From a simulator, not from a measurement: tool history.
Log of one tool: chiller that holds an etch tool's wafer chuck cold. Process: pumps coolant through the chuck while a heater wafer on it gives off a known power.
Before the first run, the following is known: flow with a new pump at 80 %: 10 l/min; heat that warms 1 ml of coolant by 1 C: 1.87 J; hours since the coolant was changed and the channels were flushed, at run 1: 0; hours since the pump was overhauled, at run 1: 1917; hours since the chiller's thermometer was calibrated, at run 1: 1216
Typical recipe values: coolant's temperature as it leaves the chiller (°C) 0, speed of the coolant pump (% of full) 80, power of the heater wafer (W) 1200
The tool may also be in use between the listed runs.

run,hour,coolant's temperature as it leaves the chiller (°C),speed of the coolant pump (% of full),power of the heater wafer (W),hours since the coolant was changed and the channels were flushed,hours since the pump was overhauled,hours since the chiller's thermometer was calibrated,chuck's temperature once it has settled (°C),how much warmer the coolant comes back (C)
1,0,0,80,1200,0,1917,1216,8.9,4.04
2,96.8,0,80,1200,97,2014,1313,9,4.08
3,216.2,0,80,1729,216,2134,1432,13,5.86
4,273.4,0,80,1729,273,2191,1489,13,5.84
5,361.5,0,80,1200,362,2279,1577,9.4,4.09
6,435.7,0,80,824,436,2353,1652,6.4,2.78
7,535.6,0,80,955,536,2453,1752,7.6,3.24
8,639.9,0,80,955,640,2557,1856,7.5,3.29
9,700.1,0,80,1411,700,2618,1916,11.2,4.87
10,774.4,0,80,1411,774,2692,1990,11.1,4.85
11,836,0,80,1411,836,2753,2052,11.1,4.9
12,949.7,0,80,1200,950,2867,2166,9.9,4.17
13,1013.2,0,80,1200,1013,2931,2229,9.8,4.17
14,1081.4,0,80,1200,1081,2999,2297,9.8,4.25
15,1168.8,0,80,1200,1169,3086,2385,9.9,4.2
16,1221.5,0,80,1200,1222,3139,2437,9.8,4.18
17,1347.1,0,81,1539,1347,3265,2563,12.6,5.28
18,1404.4,7,77,1043,1404,3322,2620,16,3.82
19,1508.8,-10,91,1200,1509,3426,2725,-0.9,3.65
20,1589,-2,64,796,1589,3506,2805,6.2,3.67
# hour 1651.5: chiller's thermometer calibrated
21,1662.1,-7,80,1200,1661,3579,11,2.5,4.26
22,1778.8,0,68,691,1778,3695,127,6.7,2.99
23,1865.2,0,68,691,1864,3782,214,6.6,2.98
24,1966.8,10,68,1701,1966,3883,315,26.2,7.34
25,2020.4,7,78,1701,2019,3937,369,21.4,6.24
26,2109.1,0,66,1200,2108,4026,458,11.9,5.42
27,2201.9,0,75,633,2201,4118,550,5.8,2.47
28,2280.2,9,75,630,2279,4197,629,14.7,2.43
29,2381.3,-4,71,1567,2380,4298,730,10.7,6.46
30,2465.4,1,80,684,2464,4382,814,6.9,2.5
31,2517.1,1,80,1029,2516,4434,866,9.9,3.71
32,2620,1,80,1029,2619,4536,969,9.9,3.8

Predict each of these 4 candidate next runs independently; none follows another, all start after run 32:
A,2677.7,5,64,600,2677,4594,1026,?,?
B,2677.7,-8,83,1610,2677,4594,1026,?,?
C,2677.7,1,80,986,2677,4594,1026,?,?
D,2677.7,-8,88,1742,2677,4594,1026,?,?

run,chuck's temperature once it has settled (°C),how much warmer the coolant comes back (C)
A,11.4,2.79
B,5.5,5.65
C,9.5,3.56
D,5.8,5.7
Stripped of hidden state, with their random variation kept, the same runs would have yielded:
run,chuck's temperature once it has settled (°C),how much warmer the coolant comes back (C)
A,10.1,2.44
B,3,4.95
C,7.9,3.11
D,3.3,4.99
